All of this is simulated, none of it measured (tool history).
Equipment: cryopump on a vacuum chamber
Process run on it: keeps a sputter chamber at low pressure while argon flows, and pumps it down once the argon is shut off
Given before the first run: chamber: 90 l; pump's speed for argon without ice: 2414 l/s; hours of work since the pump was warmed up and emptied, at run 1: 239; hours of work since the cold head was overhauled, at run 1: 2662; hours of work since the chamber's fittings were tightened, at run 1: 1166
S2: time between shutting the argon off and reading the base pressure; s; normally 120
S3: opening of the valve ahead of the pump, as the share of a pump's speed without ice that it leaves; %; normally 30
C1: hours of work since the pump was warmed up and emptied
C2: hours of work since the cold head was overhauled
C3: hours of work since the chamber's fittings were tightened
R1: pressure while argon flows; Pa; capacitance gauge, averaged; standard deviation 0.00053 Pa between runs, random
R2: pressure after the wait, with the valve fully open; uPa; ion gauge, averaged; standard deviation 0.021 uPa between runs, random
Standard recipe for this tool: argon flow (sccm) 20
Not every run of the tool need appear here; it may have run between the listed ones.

run 1 hour=0.0 | argon_flow_(sccm)=20 S2=120 S3=30 | C1=239 C2=2662 C3=1166 | R1=0.0469 R2=1.74
run 2 hour=64.9 | argon_flow_(sccm)=23 S2=120 S3=30 | C1=292 C2=2714 C3=1219 | R1=0.0550 R2=1.82
run 3 hour=143.2 | argon_flow_(sccm)=20 S2=120 S3=30 | C1=355 C2=2778 C3=1283 | R1=0.0466 R2=1.95
-- hour=152.5 leaking fittings of the chamber tightened, without venting
run 4 hour=227.9 | argon_flow_(sccm)=20 S2=67 S3=30 | C1=423 C2=2845 C3=61 | R1=0.0471 R2=0.82
run 5 hour=283.5 | argon_flow_(sccm)=20 S2=120 S3=30 | C1=468 C2=2891 C3=107 | R1=0.0473 R2=0.60
run 6 hour=350.8 | argon_flow_(sccm)=20 S2=120 S3=30 | C1=523 C2=2946 C3=161 | R1=0.0488 R2=0.69
run 7 hour=432.1 | argon_flow_(sccm)=21 S2=120 S3=19 | C1=589 C2=3012 C3=228 | R1=0.0793 R2=0.78
run 8 hour=480.7 | argon_flow_(sccm)=21 S2=120 S3=19 | C1=628 C2=3051 C3=267 | R1=0.0787 R2=0.80
run 9 hour=555.9 | argon_flow_(sccm)=15 S2=120 S3=30 | C1=690 C2=3113 C3=328 | R1=0.0363 R2=0.91
run 10 hour=630.6 | argon_flow_(sccm)=20 S2=120 S3=18 | C1=750 C2=3173 C3=389 | R1=0.0788 R2=1.01
run 11 hour=712.9 | argon_flow_(sccm)=20 S2=103 S3=18 | C1=817 C2=3240 C3=456 | R1=0.0801 R2=1.15
run 12 hour=795.3 | argon_flow_(sccm)=32 S2=235 S3=20 | C1=884 C2=3307 C3=523 | R1=0.1150 R2=1.02

Alternative continuations, all from the tool just after run 12; predict every row:
run A hour=862.1 | argon_flow_(sccm)=29 S2=67 S3=20 | C1=939 C2=3362 C3=578 | R1=? R2=?
run B hour=862.1 | argon_flow_(sccm)=21 S2=197 S3=32 | C1=939 C2=3362 C3=578 | R1=? R2=?
run C hour=862.1 | argon_flow_(sccm)=9 S2=235 S3=20 | C1=939 C2=3362 C3=578 | R1=? R2=?

run=A R1=0.1049 R2=1.57
run=B R1=0.0473 R2=1.11
run=C R1=0.0328 R2=1.10
Stripped of hidden state, with their random variation kept, the same runs would have yielded:
run=A R1=0.1018 R2=0.75
run=B R1=0.0450 R2=0.33
run=C R1=0.0319 R2=0.29
